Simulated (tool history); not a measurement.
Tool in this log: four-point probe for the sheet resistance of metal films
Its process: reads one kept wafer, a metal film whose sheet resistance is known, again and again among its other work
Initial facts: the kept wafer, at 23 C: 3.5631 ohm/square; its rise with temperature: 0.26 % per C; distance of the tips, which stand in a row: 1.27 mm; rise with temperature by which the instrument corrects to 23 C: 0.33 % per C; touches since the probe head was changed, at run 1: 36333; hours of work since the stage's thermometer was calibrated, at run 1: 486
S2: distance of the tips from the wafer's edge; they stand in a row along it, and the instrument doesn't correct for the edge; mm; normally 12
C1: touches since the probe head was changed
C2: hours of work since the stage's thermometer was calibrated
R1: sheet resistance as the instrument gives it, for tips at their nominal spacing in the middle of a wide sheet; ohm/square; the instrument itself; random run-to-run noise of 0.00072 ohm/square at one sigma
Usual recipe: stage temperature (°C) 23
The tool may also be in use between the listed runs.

run 1 hour=0 | stage_temperature_(°C)=23 S2=12 | C1=36333 C2=486 | R1=3.564064
run 2 hour=27.8 | stage_temperature_(°C)=23 S2=12 | C1=36804 C2=501 | R1=3.564934
run 3 hour=70.2 | stage_temperature_(°C)=23 S2=12 | C1=37523 C2=523 | R1=3.562833
run 4 hour=106.4 | stage_temperature_(°C)=23 S2=12 | C1=38138 C2=542 | R1=3.563699
run 5 hour=138.8 | stage_temperature_(°C)=23 S2=12 | C1=38688 C2=559 | R1=3.562569
run 6 hour=172.5 | stage_temperature_(°C)=23 S2=12 | C1=39259 C2=576 | R1=3.562562
run 7 hour=206.2 | stage_temperature_(°C)=23 S2=9 | C1=39830 C2=594 | R1=3.57841
run 8 hour=248.3 | stage_temperature_(°C)=23 S2=9 | C1=40544 C2=616 | R1=3.57806
run 9 hour=282.3 | stage_temperature_(°C)=28 S2=9 | C1=41122 C2=633 | R1=3.56789
run 10 hour=313.7 | stage_temperature_(°C)=28 S2=9 | C1=41653 C2=650 | R1=3.566049
run 11 hour=335.3 | stage_temperature_(°C)=28 S2=9 | C1=42020 C2=661 | R1=3.567488
run 12 hour=355.1 | stage_temperature_(°C)=28 S2=9 | C1=42356 C2=671 | R1=3.565717
run 13 hour=395.6 | stage_temperature_(°C)=28 S2=9 | C1=43043 C2=692 | R1=3.565791
run 14 hour=435.1 | stage_temperature_(°C)=28 S2=9 | C1=43712 C2=713 | R1=3.56524
run 15 hour=460.2 | stage_temperature_(°C)=28 S2=9 | C1=44138 C2=726 | R1=3.564375
run 16 hour=499 | stage_temperature_(°C)=28 S2=9 | C1=44796 C2=746 | R1=3.565643
run 17 hour=532.9 | stage_temperature_(°C)=28 S2=9 | C1=45372 C2=764 | R1=3.566378
run 18 hour=565.2 | stage_temperature_(°C)=23 S2=12 | C1=45919 C2=781 | R1=3.558684
run 19 hour=598.4 | stage_temperature_(°C)=22 S2=12 | C1=46482 C2=798 | R1=3.560304
run 20 hour=628.7 | stage_temperature_(°C)=22 S2=12 | C1=46996 C2=814 | R1=3.561223
run 21 hour=655.7 | stage_temperature_(°C)=34 S2=32 | C1=47455 C2=828 | R1=3.516464
run 22 hour=692.3 | stage_temperature_(°C)=34 S2=32 | C1=48075 C2=847 | R1=3.516273
run 23 hour=721.4 | stage_temperature_(°C)=32 S2=5 | C1=48569 C2=862 | R1=3.634628
run 24 hour=750.7 | stage_temperature_(°C)=22 S2=7 | C1=49067 C2=877 | R1=3.59956
run 25 hour=788.5 | stage_temperature_(°C)=31 S2=4 | C1=49707 C2=897 | R1=3.697391
run 26 hour=829.2 | stage_temperature_(°C)=32 S2=3 | C1=50398 C2=918 | R1=3.823683
run 27 hour=854.8 | stage_temperature_(°C)=32 S2=3 | C1=50831 C2=932 | R1=3.824501
run 28 hour=889.3 | stage_temperature_(°C)=32 S2=3 | C1=51416 C2=950 | R1=3.824011
run 29 hour=914.5 | stage_temperature_(°C)=33 S2=11 | C1=51845 C2=963 | R1=3.538914

What does the tool deliver on the next run?
run 30 hour=935.8 | stage_temperature_(°C)=19 S2=11 | C1=52205 C2=974 | R1=?

Run 30 came out at R1 3.569137 ohm/square.
The same run, on a tool lacking any hidden state, would have yielded R1 3.59768 ohm/square.
